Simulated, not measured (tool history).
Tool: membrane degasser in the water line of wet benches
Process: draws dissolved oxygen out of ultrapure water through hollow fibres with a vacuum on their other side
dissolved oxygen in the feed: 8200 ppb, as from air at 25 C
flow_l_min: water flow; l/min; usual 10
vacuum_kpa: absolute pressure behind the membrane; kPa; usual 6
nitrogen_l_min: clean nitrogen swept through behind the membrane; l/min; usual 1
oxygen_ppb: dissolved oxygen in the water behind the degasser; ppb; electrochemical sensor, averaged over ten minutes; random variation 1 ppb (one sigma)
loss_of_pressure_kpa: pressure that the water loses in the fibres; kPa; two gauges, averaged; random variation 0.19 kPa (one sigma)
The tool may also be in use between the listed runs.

{"run": 1, "hour": 0.0, "flow_l_min": 10, "vacuum_kpa": 6, "nitrogen_l_min": 1, "oxygen_ppb": 104.6, "loss_of_pressure_kpa": 40.03}
{"run": 2, "hour": 117.5, "flow_l_min": 10, "vacuum_kpa": 6, "nitrogen_l_min": 1, "oxygen_ppb": 103.6, "loss_of_pressure_kpa": 39.51}
{"run": 3, "hour": 193.5, "flow_l_min": 10, "vacuum_kpa": 3.79, "nitrogen_l_min": 1, "oxygen_ppb": 51.3, "loss_of_pressure_kpa": 39.82}
{"run": 4, "hour": 302.8, "flow_l_min": 10, "vacuum_kpa": 6, "nitrogen_l_min": 1, "oxygen_ppb": 103.5, "loss_of_pressure_kpa": 39.95}
{"run": 5, "hour": 365.8, "flow_l_min": 10, "vacuum_kpa": 6.79, "nitrogen_l_min": 1, "oxygen_ppb": 121.7, "loss_of_pressure_kpa": 39.82}
{"run": 6, "hour": 449.7, "flow_l_min": 8, "vacuum_kpa": 6.79, "nitrogen_l_min": 1, "oxygen_ppb": 95.2, "loss_of_pressure_kpa": 31.96}
{"run": 7, "hour": 559.3, "flow_l_min": 8, "vacuum_kpa": 6.79, "nitrogen_l_min": 1, "oxygen_ppb": 95.9, "loss_of_pressure_kpa": 32.08}
{"run": 8, "hour": 680.0, "flow_l_min": 10, "vacuum_kpa": 6, "nitrogen_l_min": 0.56, "oxygen_ppb": 153.3, "loss_of_pressure_kpa": 40.29}
{"run": 9, "hour": 774.9, "flow_l_min": 10, "vacuum_kpa": 6, "nitrogen_l_min": 0.56, "oxygen_ppb": 157.9, "loss_of_pressure_kpa": 40.15}
{"run": 10, "hour": 896.8, "flow_l_min": 10, "vacuum_kpa": 6, "nitrogen_l_min": 0.66, "oxygen_ppb": 135.2, "loss_of_pressure_kpa": 39.78}
{"run": 11, "hour": 974.1, "flow_l_min": 10, "vacuum_kpa": 6.6, "nitrogen_l_min": 1, "oxygen_ppb": 119, "loss_of_pressure_kpa": 40.44}
{"run": 12, "hour": 1071.7, "flow_l_min": 10, "vacuum_kpa": 6.6, "nitrogen_l_min": 1, "oxygen_ppb": 119.8, "loss_of_pressure_kpa": 40.04}
{"run": 13, "hour": 1195.5, "flow_l_min": 10, "vacuum_kpa": 6.6, "nitrogen_l_min": 1, "oxygen_ppb": 119.6, "loss_of_pressure_kpa": 40.14}
{"run": 14, "hour": 1285.9, "flow_l_min": 10, "vacuum_kpa": 6.6, "nitrogen_l_min": 1, "oxygen_ppb": 120, "loss_of_pressure_kpa": 40.01}
{"run": 15, "hour": 1379.0, "flow_l_min": 10, "vacuum_kpa": 6.6, "nitrogen_l_min": 1, "oxygen_ppb": 120.5, "loss_of_pressure_kpa": 40.04}
{"run": 16, "hour": 1476.2, "flow_l_min": 12, "vacuum_kpa": 12.62, "nitrogen_l_min": 0.49, "oxygen_ppb": 544.6, "loss_of_pressure_kpa": 47.86}
{"run": 17, "hour": 1561.6, "flow_l_min": 9, "vacuum_kpa": 6, "nitrogen_l_min": 1, "oxygen_ppb": 93.5, "loss_of_pressure_kpa": 36.16}
{"run": 18, "hour": 1670.1, "flow_l_min": 9, "vacuum_kpa": 10.4, "nitrogen_l_min": 0.57, "oxygen_ppb": 292.2, "loss_of_pressure_kpa": 36.27}
{"run": 19, "hour": 1765.1, "flow_l_min": 10, "vacuum_kpa": 6, "nitrogen_l_min": 0.65, "oxygen_ppb": 143.2, "loss_of_pressure_kpa": 40.09}
{"run": 20, "hour": 1884.4, "flow_l_min": 12, "vacuum_kpa": 8.39, "nitrogen_l_min": 1.71, "oxygen_ppb": 144.1, "loss_of_pressure_kpa": 48.5}
{"run": 21, "hour": 1985.3, "flow_l_min": 12, "vacuum_kpa": 8.39, "nitrogen_l_min": 1.71, "oxygen_ppb": 141.3, "loss_of_pressure_kpa": 48.39}
{"run": 22, "hour": 2042.8, "flow_l_min": 10, "vacuum_kpa": 13.8, "nitrogen_l_min": 0.58, "oxygen_ppb": 449.5, "loss_of_pressure_kpa": 40.51}
{"run": 23, "hour": 2135.2, "flow_l_min": 13, "vacuum_kpa": 5.09, "nitrogen_l_min": 2, "oxygen_ppb": 93.9, "loss_of_pressure_kpa": 52.42}
{"run": 24, "hour": 2198.2, "flow_l_min": 11, "vacuum_kpa": 8.78, "nitrogen_l_min": 0.71, "oxygen_ppb": 246.8, "loss_of_pressure_kpa": 44.6}
{"run": 25, "hour": 2309.2, "flow_l_min": 10, "vacuum_kpa": 11.87, "nitrogen_l_min": 1.21, "oxygen_ppb": 211.1, "loss_of_pressure_kpa": 40.17}

The same runs without the tool's hidden state, with the same run-to-run variation:
The hidden state here: membrane still open, %; true pressure behind the membrane over the reading, kPa; air that leaks in behind the membrane, l/min; drift of the gauge itself on oxygen_ppb, %; drift of the gauge itself on loss_of_pressure_kpa, %.
run=1 oxygen_ppb=97.2 loss_of_pressure_kpa=39.21
run=2 oxygen_ppb=95.9 loss_of_pressure_kpa=38.67
run=3 oxygen_ppb=44 loss_of_pressure_kpa=38.95
run=4 oxygen_ppb=95.5 loss_of_pressure_kpa=39.06
run=5 oxygen_ppb=113.4 loss_of_pressure_kpa=38.91
run=6 oxygen_ppb=88.4 loss_of_pressure_kpa=31.22
run=7 oxygen_ppb=88.9 loss_of_pressure_kpa=31.31
run=8 oxygen_ppb=141.4 loss_of_pressure_kpa=39.31
run=9 oxygen_ppb=145.4 loss_of_pressure_kpa=39.14
run=10 oxygen_ppb=123.8 loss_of_pressure_kpa=38.74
run=11 oxygen_ppb=109.2 loss_of_pressure_kpa=39.38
run=12 oxygen_ppb=109.7 loss_of_pressure_kpa=38.96
run=13 oxygen_ppb=109.2 loss_of_pressure_kpa=39.03
run=14 oxygen_ppb=109.3 loss_of_pressure_kpa=38.88
run=15 oxygen_ppb=109.6 loss_of_pressure_kpa=38.89
run=16 oxygen_ppb=525.2 loss_of_pressure_kpa=46.45
run=17 oxygen_ppb=83.6 loss_of_pressure_kpa=35.09
run=18 oxygen_ppb=277.3 loss_of_pressure_kpa=35.17
run=19 oxygen_ppb=128.6 loss_of_pressure_kpa=38.84
run=20 oxygen_ppb=131.3 loss_of_pressure_kpa=46.97
run=21 oxygen_ppb=128.5 loss_of_pressure_kpa=46.83
run=22 oxygen_ppb=431 loss_of_pressure_kpa=39.2
run=23 oxygen_ppb=80.4 loss_of_pressure_kpa=50.69
run=24 oxygen_ppb=229.5 loss_of_pressure_kpa=43.11
run=25 oxygen_ppb=197.6 loss_of_pressure_kpa=38.81

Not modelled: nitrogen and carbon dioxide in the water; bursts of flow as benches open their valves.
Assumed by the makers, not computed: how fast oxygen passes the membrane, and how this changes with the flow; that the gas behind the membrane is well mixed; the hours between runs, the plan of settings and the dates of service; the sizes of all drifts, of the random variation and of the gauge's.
